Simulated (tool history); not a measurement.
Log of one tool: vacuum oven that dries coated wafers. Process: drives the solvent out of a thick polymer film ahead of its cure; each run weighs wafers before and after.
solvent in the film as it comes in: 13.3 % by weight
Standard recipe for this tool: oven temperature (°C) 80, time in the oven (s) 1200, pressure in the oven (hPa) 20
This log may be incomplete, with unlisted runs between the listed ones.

run 1 hour=0 | oven_temperature_(°C)=80 time_in_the_oven_(s)=1200 pressure_in_the_oven_(hPa)=20 | solvent_left_in_the_film_(%)=2.53
run 2 hour=22.9 | oven_temperature_(°C)=80 time_in_the_oven_(s)=1200 pressure_in_the_oven_(hPa)=20 | solvent_left_in_the_film_(%)=2.55
run 3 hour=54 | oven_temperature_(°C)=80 time_in_the_oven_(s)=1200 pressure_in_the_oven_(hPa)=20 | solvent_left_in_the_film_(%)=2.57
run 4 hour=103.2 | oven_temperature_(°C)=80 time_in_the_oven_(s)=1200 pressure_in_the_oven_(hPa)=20 | solvent_left_in_the_film_(%)=2.52
run 5 hour=142.3 | oven_temperature_(°C)=80 time_in_the_oven_(s)=1200 pressure_in_the_oven_(hPa)=20 | solvent_left_in_the_film_(%)=2.55
run 6 hour=164.9 | oven_temperature_(°C)=80 time_in_the_oven_(s)=1200 pressure_in_the_oven_(hPa)=20 | solvent_left_in_the_film_(%)=2.55
run 7 hour=191 | oven_temperature_(°C)=80 time_in_the_oven_(s)=1200 pressure_in_the_oven_(hPa)=20 | solvent_left_in_the_film_(%)=2.55
run 8 hour=215.6 | oven_temperature_(°C)=80 time_in_the_oven_(s)=1200 pressure_in_the_oven_(hPa)=20 | solvent_left_in_the_film_(%)=2.54
run 9 hour=258.4 | oven_temperature_(°C)=80 time_in_the_oven_(s)=1200 pressure_in_the_oven_(hPa)=20 | solvent_left_in_the_film_(%)=2.55
run 10 hour=285.4 | oven_temperature_(°C)=80 time_in_the_oven_(s)=1200 pressure_in_the_oven_(hPa)=20 | solvent_left_in_the_film_(%)=2.54
run 11 hour=331.8 | oven_temperature_(°C)=80 time_in_the_oven_(s)=1200 pressure_in_the_oven_(hPa)=54.2 | solvent_left_in_the_film_(%)=4.97
run 12 hour=361.4 | oven_temperature_(°C)=80 time_in_the_oven_(s)=1200 pressure_in_the_oven_(hPa)=54.2 | solvent_left_in_the_film_(%)=4.97
run 13 hour=404.5 | oven_temperature_(°C)=75 time_in_the_oven_(s)=1200 pressure_in_the_oven_(hPa)=17.8 | solvent_left_in_the_film_(%)=3.66
run 14 hour=440.1 | oven_temperature_(°C)=91 time_in_the_oven_(s)=1380 pressure_in_the_oven_(hPa)=12.8 | solvent_left_in_the_film_(%)=0.69
run 15 hour=466.8 | oven_temperature_(°C)=78 time_in_the_oven_(s)=1440 pressure_in_the_oven_(hPa)=10 | solvent_left_in_the_film_(%)=1.8
run 16 hour=496.6 | oven_temperature_(°C)=78 time_in_the_oven_(s)=1440 pressure_in_the_oven_(hPa)=10 | solvent_left_in_the_film_(%)=1.83
run 17 hour=525.6 | oven_temperature_(°C)=78 time_in_the_oven_(s)=1440 pressure_in_the_oven_(hPa)=10 | solvent_left_in_the_film_(%)=1.82
run 18 hour=547.6 | oven_temperature_(°C)=78 time_in_the_oven_(s)=1440 pressure_in_the_oven_(hPa)=10 | solvent_left_in_the_film_(%)=1.8
run 19 hour=574.9 | oven_temperature_(°C)=72 time_in_the_oven_(s)=720 pressure_in_the_oven_(hPa)=10.3 | solvent_left_in_the_film_(%)=5.76
run 20 hour=611.5 | oven_temperature_(°C)=80 time_in_the_oven_(s)=1020 pressure_in_the_oven_(hPa)=20 | solvent_left_in_the_film_(%)=2.94
run 21 hour=658.5 | oven_temperature_(°C)=80 time_in_the_oven_(s)=1200 pressure_in_the_oven_(hPa)=17.6 | solvent_left_in_the_film_(%)=2.41
run 22 hour=700.5 | oven_temperature_(°C)=73 time_in_the_oven_(s)=1200 pressure_in_the_oven_(hPa)=59.9 | solvent_left_in_the_film_(%)=7.66
-- hour=718.7 oven's thermocouples calibrated
run 23 hour=742.1 | oven_temperature_(°C)=72 time_in_the_oven_(s)=1200 pressure_in_the_oven_(hPa)=67 | solvent_left_in_the_film_(%)=8.66

Forecast each of these 3 alternatives for the next run:
run A hour=775.3 | oven_temperature_(°C)=90 time_in_the_oven_(s)=1200 pressure_in_the_oven_(hPa)=67 | solvent_left_in_the_film_(%)=?
run B hour=775.3 | oven_temperature_(°C)=77 time_in_the_oven_(s)=1920 pressure_in_the_oven_(hPa)=54.3 | solvent_left_in_the_film_(%)=?
run C hour=775.3 | oven_temperature_(°C)=80 time_in_the_oven_(s)=1920 pressure_in_the_oven_(hPa)=20 | solvent_left_in_the_film_(%)=?

run=A solvent_left_in_the_film_(%)=3.59
run=B solvent_left_in_the_film_(%)=5.13
run=C solvent_left_in_the_film_(%)=1.83
The same runs, with their run-to-run variation unchanged, on a tool lacking any hidden condition would have given:
run=A solvent_left_in_the_film_(%)=3.59
run=B solvent_left_in_the_film_(%)=5.12
run=C solvent_left_in_the_film_(%)=1.83
